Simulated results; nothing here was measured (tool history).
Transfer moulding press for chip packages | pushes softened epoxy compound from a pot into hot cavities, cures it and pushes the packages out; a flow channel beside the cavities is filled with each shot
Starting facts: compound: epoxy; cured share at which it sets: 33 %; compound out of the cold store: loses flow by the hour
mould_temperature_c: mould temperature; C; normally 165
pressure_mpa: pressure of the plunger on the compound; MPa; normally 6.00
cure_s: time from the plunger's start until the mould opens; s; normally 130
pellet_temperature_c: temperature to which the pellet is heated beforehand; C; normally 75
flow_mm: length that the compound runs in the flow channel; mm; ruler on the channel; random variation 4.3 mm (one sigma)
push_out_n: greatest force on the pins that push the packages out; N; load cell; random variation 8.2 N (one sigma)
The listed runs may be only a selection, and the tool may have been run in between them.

| run | hour | mould_temperature_c | pressure_mpa | cure_s | pellet_temperature_c | incoming compound's hours out of the cold store | flow_mm | push_out_n |
|---|---|---|---|---|---|---|---|---|
| 1 | 0.0 | 165 | 6.00 | 130 | 75 | 22.1 | 656 | 355 |
| 2 | 52.3 | 165 | 6.00 | 118 | 75 | 39.0 | 613 | 398 |
|  | 59.0 | cavities cleaned with cleaning compound and waxed |
| 3 | 100.2 | 165 | 6.00 | 118 | 75 | 23.1 | 670 | 406 |
|  | 129.5 | cavities cleaned with cleaning compound and waxed |
| 4 | 163.7 | 165 | 6.00 | 118 | 75 | 41.1 | 588 | 388 |
|  | 200.8 | cavities cleaned with cleaning compound and waxed |
| 5 | 227.5 | 165 | 6.00 | 130 | 73 | 42.6 | 586 | 341 |
|  | 272.8 | cavities cleaned with cleaning compound and waxed |
|  | 279.1 | plunger's sealing rings changed |
| 6 | 279.1 | 165 | 6.00 | 130 | 73 | 18.5 | 687 | 364 |
| 7 | 326.8 | 165 | 6.00 | 130 | 75 | 47.8 | 578 | 338 |
|  | 347.3 | cavities cleaned with cleaning compound and waxed |
| 8 | 371.9 | 165 | 6.00 | 130 | 75 | 23.6 | 656 | 357 |
| 9 | 400.3 | 165 | 6.00 | 130 | 67 | 18.1 | 684 | 350 |
|  | 419.4 | cavities cleaned with cleaning compound and waxed |
| 10 | 428.1 | 165 | 6.00 | 130 | 67 | 37.5 | 607 | 345 |
| 11 | 471.5 | 165 | 5.41 | 130 | 75 | 10.1 | 682 | 365 |
|  | 494.7 | cavities cleaned with cleaning compound and waxed |
| 12 | 534.0 | 165 | 5.41 | 130 | 75 | 28.6 | 612 | 351 |
|  | 568.8 | cavities cleaned with cleaning compound and waxed |
|  | 575.8 | mould's thermocouples calibrated |
| 13 | 582.1 | 165 | 6.00 | 130 | 75 | 31.1 | 635 | 351 |
| 14 | 629.3 | 165 | 6.00 | 130 | 72 | 44.0 | 579 | 345 |
|  | 644.0 | cavities cleaned with cleaning compound and waxed |
| 15 | 664.4 | 169 | 5.44 | 123 | 72 | 10.8 | 671 | 334 |
|  | 681.4 | plunger's sealing rings changed |
|  | 716.4 | cavities cleaned with cleaning compound and waxed |
| 16 | 716.4 | 169 | 5.44 | 123 | 72 | 17.9 | 643 | 340 |
| 17 | 769.4 | 165 | 6.00 | 153 | 79 | 24.6 | 657 | 312 |
|  | 789.9 | cavities cleaned with cleaning compound and waxed |
| 18 | 825.2 | 165 | 6.00 | 153 | 79 | 47.3 | 577 | 323 |
|  | 861.6 | cavities cleaned with cleaning compound and waxed |
| 19 | 866.3 | 160 | 6.00 | 130 | 73 | 20.4 | 685 | 455 |
| 20 | 921.4 | 165 | 6.54 | 125 | 75 | 14.6 | 726 | 374 |
|  | 933.3 | cavities cleaned with cleaning compound and waxed |
| 21 | 986.6 | 159 | 6.52 | 164 | 75 | 41.2 | 638 | 349 |
|  | 1003.3 | cavities cleaned with cleaning compound and waxed |
| 22 | 1026.2 | 159 | 7.07 | 145 | 75 | 47.8 | 639 | 390 |
| 23 | 1058.3 | 159 | 7.07 | 145 | 75 | 14.7 | 772 | 413 |
|  | 1073.4 | cavities cleaned with cleaning compound and waxed |
|  | 1079.6 | plunger's sealing rings changed |
| 24 | 1103.3 | 159 | 7.07 | 145 | 75 | 12.4 | 783 | 405 |
| 25 | 1132.1 | 166 | 5.64 | 136 | 72 | 45.6 | 557 | 332 |
|  | 1147.7 | cavities cleaned with cleaning compound and waxed |
| 26 | 1168.7 | 166 | 5.64 | 136 | 72 | 47.1 | 554 | 331 |

Predict the results of run 27:
| 27 | 1201.4 | 166 | 7.23 | 136 | 70 | 11.9 | ? | ? |

flow_mm: 775 mm
push_out_n: 369 N
On a tool with no hidden condition, and with the same random variation, this run would have come out at flow_mm 776 mm, push_out_n 365 N.
